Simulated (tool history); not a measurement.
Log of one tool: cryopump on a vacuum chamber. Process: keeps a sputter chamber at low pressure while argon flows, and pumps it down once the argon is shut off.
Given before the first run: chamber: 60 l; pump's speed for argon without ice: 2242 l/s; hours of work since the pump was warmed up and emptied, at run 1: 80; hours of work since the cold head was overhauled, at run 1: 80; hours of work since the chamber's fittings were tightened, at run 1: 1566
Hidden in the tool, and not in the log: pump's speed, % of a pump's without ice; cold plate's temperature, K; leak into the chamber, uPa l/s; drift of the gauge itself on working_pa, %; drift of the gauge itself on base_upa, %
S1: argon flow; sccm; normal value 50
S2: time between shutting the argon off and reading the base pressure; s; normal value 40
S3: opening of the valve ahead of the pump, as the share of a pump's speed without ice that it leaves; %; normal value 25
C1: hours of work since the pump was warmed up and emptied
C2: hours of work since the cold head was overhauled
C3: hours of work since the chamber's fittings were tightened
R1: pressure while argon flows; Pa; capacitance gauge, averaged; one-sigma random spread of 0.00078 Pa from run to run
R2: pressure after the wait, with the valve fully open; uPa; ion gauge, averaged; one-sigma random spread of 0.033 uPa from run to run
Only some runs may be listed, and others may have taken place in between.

Run 1, day 0.000: usual settings; C1 80; C2 80; C3 1566. Result: R1 0.1522 Pa, R2 2.12 uPa.
Run 2, day 0.950: usual settings; C1 94; C2 94; C3 1581. Result: R1 0.1524 Pa, R2 2.07 uPa.
Run 3, day 1.483: usual settings; C1 103; C2 103; C3 1589. Result: R1 0.1529 Pa, R2 2.10 uPa.
Run 4, day 2.288: usual settings; C1 115; C2 115; C3 1601. Result: R1 0.1529 Pa, R2 2.09 uPa.
Run 5, day 3.246: usual settings; C1 130; C2 130; C3 1616. Result: R1 0.1534 Pa, R2 2.05 uPa.
Run 6, day 3.967: usual settings; C1 141; C2 141; C3 1627. Result: R1 0.1546 Pa, R2 2.12 uPa.
Run 7, day 4.788: usual settings; C1 154; C2 154; C3 1640. Result: R1 0.1526 Pa, R2 2.17 uPa.
Run 8, day 5.300: usual settings; C1 162; C2 162; C3 1648. Result: R1 0.1537 Pa, R2 2.12 uPa.
Run 9, day 6.108: usual settings; C1 174; C2 174; C3 1661. Result: R1 0.1535 Pa, R2 2.14 uPa.
Run 10, day 7.033: usual settings; C1 189; C2 189; C3 1675. Result: R1 0.1545 Pa, R2 2.11 uPa.
Run 11, day 8.042: usual settings; C1 205; C2 205; C3 1691. Result: R1 0.1542 Pa, R2 2.12 uPa.
Run 12, day 8.612: usual settings but S3 32 %; C1 213; C2 213; C3 1700. Result: R1 0.1216 Pa, R2 2.13 uPa.
Run 13, day 9.325: usual settings but S3 32 %; C1 224; C2 224; C3 1711. Result: R1 0.1217 Pa, R2 2.15 uPa.
Run 14, day 10.029: usual settings but S3 32 %; C1 235; C2 235; C3 1722. Result: R1 0.1217 Pa, R2 2.15 uPa.
Run 15, day 10.621: usual settings but S3 32 %; C1 245; C2 245; C3 1731. Result: R1 0.1226 Pa, R2 2.19 uPa.
Run 16, day 11.442: usual settings but S2 141 s, S3 44 %; C1 257; C2 257; C3 1744. Result: R1 0.0896 Pa, R2 1.06 uPa.
Run 17, day 11.958: usual settings but S1 47 sccm, S2 119 s, S3 47 %; C1 265; C2 265; C3 1752. Result: R1 0.0806 Pa, R2 1.11 uPa.
Run 18, day 12.758: usual settings but S2 244 s, S3 22 %; C1 278; C2 278; C3 1764. Result: R1 0.1773 Pa, R2 0.82 uPa.
Run 19, day 13.654: usual settings but S2 89 s, S3 22 %; C1 292; C2 292; C3 1778. Result: R1 0.1772 Pa, R2 1.32 uPa.
Run 20, day 14.121: usual settings but S1 43 sccm, S2 49 s, S3 22 %; C1 299; C2 299; C3 1785. Result: R1 0.1518 Pa, R2 1.90 uPa.
Run 21, day 14.562: usual settings but S1 21 sccm, S2 32 s; C1 306; C2 306; C3 1792. Result: R1 0.0657 Pa, R2 2.56 uPa.
Run 22, day 14.988: usual settings but S1 21 sccm, S2 32 s; C1 313; C2 313; C3 1799. Result: R1 0.0664 Pa, R2 2.56 uPa.
Run 23, day 15.554: usual settings but S1 21 sccm, S2 32 s; C1 321; C2 321; C3 1808. Result: R1 0.0659 Pa, R2 2.58 uPa.
Run 24, day 16.412: usual settings but S1 21 sccm, S2 32 s; C1 335; C2 335; C3 1821. Result: R1 0.0661 Pa, R2 2.56 uPa.
Run 25, day 17.054: usual settings but S1 21 sccm, S2 32 s; C1 345; C2 345; C3 1831. Result: R1 0.0653 Pa, R2 2.59 uPa.
Run 26, day 17.479: usual settings but S1 24 sccm, S2 56 s, S3 60 %; C1 351; C2 351; C3 1837. Result: R1 0.0334 Pa, R2 1.80 uPa.
Run 27, day 17.933: usual settings but S1 24 sccm, S2 166 s, S3 60 %; C1 358; C2 358; C3 1845. Result: R1 0.0335 Pa, R2 1.00 uPa.
Run 28, day 18.629: usual settings but S1 24 sccm, S2 166 s, S3 60 %; C1 369; C2 369; C3 1855. Result: R1 0.0323 Pa, R2 1.01 uPa.
Run 29, day 19.225: usual settings but S1 24 sccm, S2 166 s, S3 60 %; C1 378; C2 378; C3 1865. Result: R1 0.0333 Pa, R2 0.98 uPa.
Run 30, day 19.679: usual settings but S1 24 sccm, S2 166 s, S3 60 %; C1 385; C2 385; C3 1872. Result: R1 0.0334 Pa, R2 1.03 uPa.

What if the next run were any one of these 4? Each begins from the tool's condition after run 30:
Run A, day 20.617: usual settings but S1 24 sccm, S2 49 s, S3 16 %; C1 400; C2 400; C3 1886. Result: R1 ?, R2 ?.
Run B, day 20.617: usual settings but S1 24 sccm, S2 26 s, S3 60 %; C1 400; C2 400; C3 1886. Result: R1 ?, R2 ?.
Run C, day 20.617: usual settings but S1 24 sccm, S2 35 s, S3 37 %; C1 400; C2 400; C3 1886. Result: R1 ?, R2 ?.
Run D, day 20.617: usual settings but S1 77 sccm, S2 123 s, S3 60 %; C1 400; C2 400; C3 1886. Result: R1 ?, R2 ?.

run      R1    R2
  A  0.1170  2.01
  B  0.0336  3.08
  C  0.0525  2.53
  D  0.1074  1.16
Without the tool's unlogged condition, the same runs would have read:
run      R1    R2
  A  0.1133  1.47
  B  0.0300  2.56
  C  0.0488  1.99
  D  0.0957  0.64
